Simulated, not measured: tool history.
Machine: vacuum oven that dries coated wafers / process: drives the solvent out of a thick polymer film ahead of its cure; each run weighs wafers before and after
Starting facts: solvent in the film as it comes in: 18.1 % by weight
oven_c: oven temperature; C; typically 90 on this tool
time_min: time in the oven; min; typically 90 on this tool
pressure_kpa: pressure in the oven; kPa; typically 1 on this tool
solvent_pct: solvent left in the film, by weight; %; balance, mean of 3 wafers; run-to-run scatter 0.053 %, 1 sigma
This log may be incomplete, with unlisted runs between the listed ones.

run 1 hour=0 | oven_c=90 time_min=90 pressure_kpa=1 | solvent_pct=1.78
run 2 hour=8.8 | oven_c=90 time_min=90 pressure_kpa=1 | solvent_pct=1.73
run 3 hour=23.3 | oven_c=90 time_min=90 pressure_kpa=1 | solvent_pct=1.81
run 4 hour=31.2 | oven_c=90 time_min=90 pressure_kpa=1 | solvent_pct=1.82
run 5 hour=39.1 | oven_c=90 time_min=90 pressure_kpa=1 | solvent_pct=1.74
run 6 hour=57.3 | oven_c=90 time_min=90 pressure_kpa=1 | solvent_pct=1.72
run 7 hour=65.6 | oven_c=90 time_min=90 pressure_kpa=1 | solvent_pct=1.78
run 8 hour=83.6 | oven_c=90 time_min=90 pressure_kpa=1 | solvent_pct=1.75
run 9 hour=98.8 | oven_c=90 time_min=90 pressure_kpa=1 | solvent_pct=1.8
run 10 hour=114.2 | oven_c=90 time_min=90 pressure_kpa=1 | solvent_pct=1.77
run 11 hour=126.9 | oven_c=90 time_min=90 pressure_kpa=0.75 | solvent_pct=1.5
run 12 hour=142.8 | oven_c=90 time_min=139 pressure_kpa=1 | solvent_pct=0.95
run 13 hour=150.9 | oven_c=90 time_min=139 pressure_kpa=1 | solvent_pct=1.03
run 14 hour=160.6 | oven_c=84 time_min=62 pressure_kpa=1.95 | solvent_pct=5.8
run 15 hour=173.6 | oven_c=84 time_min=62 pressure_kpa=2.01 | solvent_pct=5.91
run 16 hour=183.5 | oven_c=98 time_min=52 pressure_kpa=0.67 | solvent_pct=1.41

Run 17 has not been measured yet. What should we expect?
run 17 hour=193.4 | oven_c=102 time_min=89 pressure_kpa=1 | solvent_pct=?

solvent_pct: 0.5 %
Take away the tool's hidden state, keep the run-to-run variation as it was, and the same run would have given solvent_pct 0.49 %.
